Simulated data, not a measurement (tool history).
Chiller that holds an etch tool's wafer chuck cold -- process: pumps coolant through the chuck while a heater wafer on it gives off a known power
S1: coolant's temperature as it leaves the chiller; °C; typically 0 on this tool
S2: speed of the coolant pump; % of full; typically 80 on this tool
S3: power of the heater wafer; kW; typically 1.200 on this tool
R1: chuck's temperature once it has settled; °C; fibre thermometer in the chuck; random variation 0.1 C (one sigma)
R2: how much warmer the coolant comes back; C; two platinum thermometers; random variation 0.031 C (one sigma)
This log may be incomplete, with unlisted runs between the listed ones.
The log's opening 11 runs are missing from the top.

run 12 hour=512.9 | S1=0 S2=80 S3=0.912 | R1=12.8 R2=2.30
run 13 hour=558.4 | S1=0 S2=80 S3=0.912 | R1=12.8 R2=2.31
run 14 hour=600.5 | S1=0 S2=80 S3=0.912 | R1=12.9 R2=2.32
run 15 hour=627.3 | S1=0 S2=80 S3=1.200 | R1=16.6 R2=3.06
run 16 hour=664.7 | S1=-2 S2=80 S3=1.200 | R1=14.5 R2=3.05
run 17 hour=698.7 | S1=6 S2=80 S3=1.200 | R1=22.8 R2=3.04
run 18 hour=760.2 | S1=-1 S2=64 S3=0.645 | R1=9.4 R2=2.02
run 19 hour=798.3 | S1=0 S2=85 S3=1.504 | R1=20.2 R2=3.56
run 20 hour=825.4 | S1=0 S2=85 S3=1.504 | R1=20.2 R2=3.62
run 21 hour=862.0 | S1=0 S2=85 S3=1.504 | R1=20.4 R2=3.58
run 22 hour=910.9 | S1=0 S2=85 S3=1.504 | R1=20.1 R2=3.56
run 23 hour=962.0 | S1=0 S2=67 S3=0.843 | R1=13.3 R2=2.58
run 24 hour=1018.5 | S1=-3 S2=80 S3=1.200 | R1=14.1 R2=3.09
run 25 hour=1065.0 | S1=0 S2=69 S3=0.869 | R1=13.7 R2=2.59
run 26 hour=1113.5 | S1=6 S2=69 S3=0.934 | R1=20.7 R2=2.77
run 27 hour=1145.2 | S1=-7 S2=71 S3=0.934 | R1=7.4 R2=2.67
-- hour=1156.7 coolant changed, channels flushed
run 28 hour=1198.9 | S1=3 S2=86 S3=0.635 | R1=10.7 R2=1.50
run 29 hour=1225.9 | S1=0 S2=70 S3=1.200 | R1=15.2 R2=3.54
run 30 hour=1261.0 | S1=7 S2=69 S3=1.560 | R1=26.7 R2=4.70
run 31 hour=1305.6 | S1=7 S2=69 S3=1.560 | R1=26.9 R2=4.64
run 32 hour=1342.6 | S1=0 S2=95 S3=1.061 | R1=11.7 R2=2.32

Branching from run 32: 4 alternative next runs. What would each branch give?
run A hour=1388.0 | S1=5 S2=80 S3=0.978 | R1=? R2=?
run B hour=1388.0 | S1=0 S2=83 S3=1.061 | R1=? R2=?
run C hour=1388.0 | S1=-9 S2=95 S3=0.678 | R1=? R2=?
run D hour=1388.0 | S1=-7 S2=99 S3=1.463 | R1=? R2=?

run=A R1=17.0 R2=2.50
run=B R1=12.5 R2=2.66
run=C R1=-1.4 R2=1.46
run=D R1=8.5 R2=3.04
With the hidden condition removed and each run's random variation left untouched, the same runs would have given:
run=A R1=15.3 R2=2.27
run=B R1=10.8 R2=2.41
run=C R1=-2.7 R2=1.32
run=D R1=6.6 R2=2.76
